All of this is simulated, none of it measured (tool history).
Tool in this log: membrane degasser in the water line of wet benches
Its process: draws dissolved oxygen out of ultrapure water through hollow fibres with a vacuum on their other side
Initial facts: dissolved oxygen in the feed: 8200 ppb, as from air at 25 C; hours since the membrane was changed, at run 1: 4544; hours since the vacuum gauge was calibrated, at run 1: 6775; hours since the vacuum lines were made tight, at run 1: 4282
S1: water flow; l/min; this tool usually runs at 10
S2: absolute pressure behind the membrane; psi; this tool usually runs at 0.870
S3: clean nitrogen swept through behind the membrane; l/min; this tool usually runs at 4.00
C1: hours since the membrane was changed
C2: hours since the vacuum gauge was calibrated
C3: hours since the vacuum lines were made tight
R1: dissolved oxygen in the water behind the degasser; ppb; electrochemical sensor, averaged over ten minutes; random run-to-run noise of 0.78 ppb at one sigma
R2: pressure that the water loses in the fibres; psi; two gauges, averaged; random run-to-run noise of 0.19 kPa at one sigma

run    hour  S1     S2     S3    C1    C2    C3     R1      R2
  1     0.0  10  0.870   4.00  4544  6775  4282   87.2   8.234
  2   166.2  10  0.870   4.00  4710  6942  4448   87.5   8.190
  3   279.5  10  0.870   5.92  4823  7055  4561   80.9   8.274
      315.7  -- vacuum gauge calibrated
      459.2  -- seals of the vacuum lines changed
  4   459.2  10  0.870   5.92  5000   141     0   79.6   8.269
  5   610.8  10  0.870   3.40  5152   293   152   88.1   8.274
  6   711.4  10  0.870   4.00  5253   394   252   86.2   8.295
  7   817.0  10  0.870   4.42  5358   499   358   85.1   8.263
  8  1034.8  10  0.870   4.42  5576   717   576   83.4   8.322
  9  1214.2  10  0.870   4.42  5755   896   755   86.5   8.303
 10  1328.1   7  1.101   6.40  5869  1010   869   24.2   5.788
 11  1472.2   7  1.101   6.40  6013  1154  1013   25.2   5.803
 12  1657.2  16  1.944   6.59  6199  1339  1198  399.0  13.364
 13  1790.9  10  0.870   2.49  6332  1473  1332   99.3   8.364
 14  1966.5  10  0.870   2.49  6508  1649  1507   99.3   8.367
 15  2152.9  15  1.501   2.98  6694  1835  1694  377.0  12.557
 16  2300.6  15  1.501   2.98  6842  1983  1841  376.6  12.585
 17  2470.3   7  1.501  10.49  7012  2153  2011   25.7   5.883
 18  2679.7   8  0.526   4.00  7221  2362  2221   29.2   6.766

Each row is a separate what-if for the run after 18, all from the same tool condition, not one after another. Results?
  A  2876.7  16  0.670   3.47  7418  2559  2418   ?   ?
  B  2876.7   8  0.583   5.98  7418  2559  2418   ?   ?
  C  2876.7  14  0.870   4.00  7418  2559  2418   ?   ?
  D  2876.7   6  0.870  11.44  7418  2559  2418   ?   ?

run     R1      R2
  A  373.6  13.473
  B   30.2   6.744
  C  264.4  11.768
  D    9.4   5.040
Without the tool's unlogged condition, the same runs would have read:
run     R1      R2
  A  305.6  12.639
  B   21.2   6.327
  C  213.4  11.037
  D    6.9   4.727
